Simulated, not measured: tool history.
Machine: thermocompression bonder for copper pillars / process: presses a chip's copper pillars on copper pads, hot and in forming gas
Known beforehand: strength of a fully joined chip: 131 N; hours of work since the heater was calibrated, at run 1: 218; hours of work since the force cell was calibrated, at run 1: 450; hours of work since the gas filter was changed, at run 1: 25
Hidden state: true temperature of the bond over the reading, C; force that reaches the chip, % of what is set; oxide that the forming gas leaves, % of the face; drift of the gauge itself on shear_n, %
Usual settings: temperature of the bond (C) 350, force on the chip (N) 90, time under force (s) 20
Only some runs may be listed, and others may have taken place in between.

run,hour,temperature of the bond (C),force on the chip (N),time under force (s),hours of work since the heater was calibrated,hours of work since the force cell was calibrated,hours of work since the gas filter was changed,force that shears a chip off (N)
1,0,350,90,20,218,450,25,95.7
2,9.3,347,90,20,224,457,32,94.2
3,19.1,347,90,20,231,464,39,92.8
4,28.6,347,90,20,238,470,45,92.9
5,33.2,347,90,20,241,473,48,95
6,39.9,335,90,20,246,478,53,87.4
7,46.7,335,90,20,250,483,58,88.1
8,53.5,350,90,20,255,487,62,94.7
9,58.7,350,90,20,259,491,66,94.3
10,64,350,90,20,262,495,70,94.7
11,69.7,350,104,20,266,499,74,105.4
12,76.5,350,90,20,271,503,78,94.9
13,85.4,350,90,20,277,509,84,96
14,90.7,350,68,20,281,513,88,76.6
15,100,350,68,20,287,520,94,77.2
16,105.3,350,90,20,291,523,98,95.6
17,114.3,350,133,20,297,529,104,115.3
18,122.8,350,133,20,303,535,110,116.2
19,129.4,350,90,20,307,540,115,96.3
20,139.4,353,90,20,314,547,122,97.3
21,147.3,370,69,27,320,552,127,95.1
22,152.1,327,69,22,323,556,130,68.1
23,156.4,327,69,22,326,559,133,67.8
24,164.7,372,61,34,332,564,139,93.7
25,174.4,372,61,34,338,571,146,93.9
26,183.5,372,61,34,345,577,152,93.6
27,190.4,372,61,34,350,582,157,94.7
28,200.1,372,76,17,356,589,164,91.2
# hour 208.3: forming gas filter changed
29,208.8,371,73,27,362,594,0,99.3
30,218.7,371,73,48,369,601,7,111.5
31,224.6,362,100,20,373,605,11,107.8
32,230.6,356,93,11,377,609,15,86.9
33,239.7,356,93,11,383,616,22,86.7
34,249.2,356,93,11,390,622,28,86.6
35,255.7,350,74,28,394,627,33,91
36,264.8,343,114,34,401,633,39,115.9
37,270.5,347,66,35,405,637,43,87
38,276.8,356,61,13,409,641,47,64.5
39,286.5,350,76,13,416,648,54,73.4

Here are 3 independent what-if runs from the current tool condition. What would each one return?
A,295.9,350,57,20,422,654,60,?
B,295.9,354,76,13,422,654,60,?
C,295.9,337,128,13,422,654,60,?

run,force that shears a chip off (N)
A,67
B,76.2
C,100.2
The same runs, with their run-to-run variation unchanged, on a tool lacking any hidden condition would have given:
run,force that shears a chip off (N)
A,67.1
B,76.3
C,100.4

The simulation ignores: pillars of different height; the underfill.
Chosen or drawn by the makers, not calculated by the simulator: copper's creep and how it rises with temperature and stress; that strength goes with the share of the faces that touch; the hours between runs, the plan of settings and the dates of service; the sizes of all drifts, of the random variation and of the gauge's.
